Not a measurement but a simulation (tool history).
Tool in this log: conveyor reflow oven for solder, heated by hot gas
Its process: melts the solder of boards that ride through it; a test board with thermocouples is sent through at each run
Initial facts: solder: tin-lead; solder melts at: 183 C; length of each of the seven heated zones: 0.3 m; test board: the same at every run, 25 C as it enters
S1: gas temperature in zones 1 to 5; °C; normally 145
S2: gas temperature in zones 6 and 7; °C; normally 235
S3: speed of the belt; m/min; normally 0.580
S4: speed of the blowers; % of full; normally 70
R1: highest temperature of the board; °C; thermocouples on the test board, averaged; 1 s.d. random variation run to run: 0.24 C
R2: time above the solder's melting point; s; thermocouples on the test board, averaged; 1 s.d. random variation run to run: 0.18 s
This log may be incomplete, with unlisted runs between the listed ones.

run 1 day=0.000 | S1=145 S2=235 S3=0.580 S4=70 | R1=215.5 R2=46.6
run 2 day=0.596 | S1=145 S2=229 S3=0.580 S4=70 | R1=210.6 R2=43.0
run 3 day=1.054 | S1=145 S2=229 S3=0.580 S4=70 | R1=210.2 R2=43.3
run 4 day=1.521 | S1=145 S2=229 S3=0.580 S4=70 | R1=210.4 R2=42.8
run 5 day=2.267 | S1=145 S2=235 S3=0.580 S4=70 | R1=215.6 R2=46.4
run 6 day=2.833 | S1=146 S2=235 S3=0.580 S4=70 | R1=215.6 R2=47.0
run 7 day=3.208 | S1=131 S2=235 S3=0.580 S4=70 | R1=212.0 R2=40.1
run 8 day=3.771 | S1=131 S2=235 S3=0.580 S4=70 | R1=212.0 R2=39.7
run 9 day=4.400 | S1=131 S2=235 S3=0.580 S4=70 | R1=212.0 R2=40.0
run 10 day=5.104 | S1=151 S2=243 S3=0.494 S4=70 | R1=228.4 R2=66.1
run 11 day=5.721 | S1=145 S2=229 S3=0.623 S4=70 | R1=207.6 R2=36.9
run 12 day=6.083 | S1=150 S2=235 S3=0.580 S4=82 | R1=219.2 R2=51.3
run 13 day=6.404 | S1=150 S2=235 S3=0.580 S4=82 | R1=219.3 R2=51.2

What does the tool deliver on the next run?
run 14 day=6.883 | S1=131 S2=249 S3=0.571 S4=68 | R1=? R2=?

R1: 223.0 °C
R2: 48.2 s
Were there no unlogged condition in the tool, this run, its random variation unchanged, would have produced R1 224.9 °C, R2 49.3 s.
